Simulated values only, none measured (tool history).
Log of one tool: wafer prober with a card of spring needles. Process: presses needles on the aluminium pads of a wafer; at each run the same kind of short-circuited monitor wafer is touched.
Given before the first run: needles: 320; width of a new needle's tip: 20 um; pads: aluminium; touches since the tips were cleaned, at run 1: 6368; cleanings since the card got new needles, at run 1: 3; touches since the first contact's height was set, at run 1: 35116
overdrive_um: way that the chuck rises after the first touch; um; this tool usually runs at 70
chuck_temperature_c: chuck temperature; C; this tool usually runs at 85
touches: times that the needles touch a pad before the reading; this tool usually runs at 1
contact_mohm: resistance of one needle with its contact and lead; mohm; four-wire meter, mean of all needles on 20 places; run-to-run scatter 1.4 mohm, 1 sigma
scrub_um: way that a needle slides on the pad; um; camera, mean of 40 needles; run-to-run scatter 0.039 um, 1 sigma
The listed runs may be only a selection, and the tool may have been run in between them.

run,hour,overdrive_um,chuck_temperature_c,touches,touches since the tips were cleaned,cleanings since the card got new needles,touches since the first contact's height was set,contact_mohm,scrub_um
1,0.0,70,85,1,6368,3,35116,137,19.35
2,5.2,84,85,1,7999,3,36747,131,23.22
# hour 8.8: tips cleaned on abrasive film
3,11.9,84,85,1,952,4,38775,120,23.19
4,17.2,84,85,1,2621,4,40444,125,23.17
5,26.7,70,85,1,5569,4,43392,136,19.27
6,37.2,70,56,1,8828,4,46651,137,19.30
# hour 38.0: tips cleaned on abrasive film
7,47.7,70,85,1,3011,5,49880,128,19.37
8,53.3,70,85,1,4752,5,51621,134,19.24
9,58.8,70,85,1,6458,5,53327,138,19.25
# hour 66.8: tips cleaned on abrasive film
10,68.2,58,52,1,446,6,56224,119,15.91
11,76.3,70,85,2,2966,6,58744,122,19.24
12,81.0,70,85,1,4410,6,60188,135,19.22
13,85.6,70,85,1,5858,6,61636,138,19.29
14,93.2,70,85,1,8216,6,63994,138,19.28
# hour 96.1: tips cleaned on abrasive film
15,102.3,70,85,1,1942,7,66793,125,19.24

4 options for the next run, each taken on its own from the tool as it stands now. Forecast them:
A,112.0,68,66,2,4952,7,69803,?,?
B,112.0,82,96,2,4952,7,69803,?,?
C,112.0,50,85,1,4952,7,69803,?,?
D,112.0,53,62,1,4952,7,69803,?,?

run,contact_mohm,scrub_um
A,124,18.74
B,126,22.56
C,158,13.70
D,151,14.52
With no hidden state in the tool, these same runs would have given:
run,contact_mohm,scrub_um
A,110,18.86
B,116,22.69
C,119,13.83
D,115,14.65

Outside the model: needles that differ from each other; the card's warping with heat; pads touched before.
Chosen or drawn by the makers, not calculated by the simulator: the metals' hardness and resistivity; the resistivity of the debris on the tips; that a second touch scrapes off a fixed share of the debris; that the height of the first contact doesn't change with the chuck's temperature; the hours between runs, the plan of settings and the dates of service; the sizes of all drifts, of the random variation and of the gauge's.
